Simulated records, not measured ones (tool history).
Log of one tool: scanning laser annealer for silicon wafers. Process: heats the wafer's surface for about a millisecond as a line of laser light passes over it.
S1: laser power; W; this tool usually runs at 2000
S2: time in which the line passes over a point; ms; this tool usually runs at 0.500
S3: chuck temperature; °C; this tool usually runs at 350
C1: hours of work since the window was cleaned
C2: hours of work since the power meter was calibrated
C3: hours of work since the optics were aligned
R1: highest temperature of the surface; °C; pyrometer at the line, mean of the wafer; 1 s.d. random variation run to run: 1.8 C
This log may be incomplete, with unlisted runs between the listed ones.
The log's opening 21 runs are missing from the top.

run,hour,S1,S2,S3,C1,C2,C3,R1
22,158.9,1823,0.590,346,273,205,683,1054
23,166.1,2136,0.366,346,278,210,689,981
24,175.8,1984,0.500,350,286,217,696,1059
25,182.9,1984,0.500,350,291,223,701,1057
26,192.9,2022,0.525,372,299,230,709,1111
27,204.1,2036,0.608,372,307,239,717,1189
28,209.0,1895,0.486,372,311,242,721,1033
29,214.5,1897,0.468,338,315,247,725,983
30,221.0,1897,0.569,311,320,251,730,1038
31,232.3,2112,0.569,375,328,260,739,1193
32,243.3,2000,0.378,335,337,268,747,937
33,250.0,1786,0.500,367,342,273,752,998
34,255.4,1786,0.500,367,346,277,756,996
35,261.3,2178,0.598,368,350,282,760,1240
36,272.3,2000,0.600,338,359,290,769,1134
37,282.1,1720,0.593,352,366,297,776,1015
38,292.8,1946,0.515,365,374,306,784,1065
39,301.1,1878,0.516,323,380,312,790,1001
40,306.5,2112,0.362,327,384,316,794,951

Forecast each of these 5 alternatives for the next run:
A,313.6,2112,0.365,349,390,321,800,?
B,313.6,1756,0.524,326,390,321,800,?
C,313.6,2042,0.403,365,390,321,800,?
D,313.6,1984,0.362,327,390,321,800,?
E,313.6,1733,0.436,339,390,321,800,?

run,R1
A,974
B,957
C,1004
D,908
E,899
Stripped of hidden state, with their random variation kept, the same runs would have yielded:
run,R1
A,975
B,958
C,1005
D,909
E,900
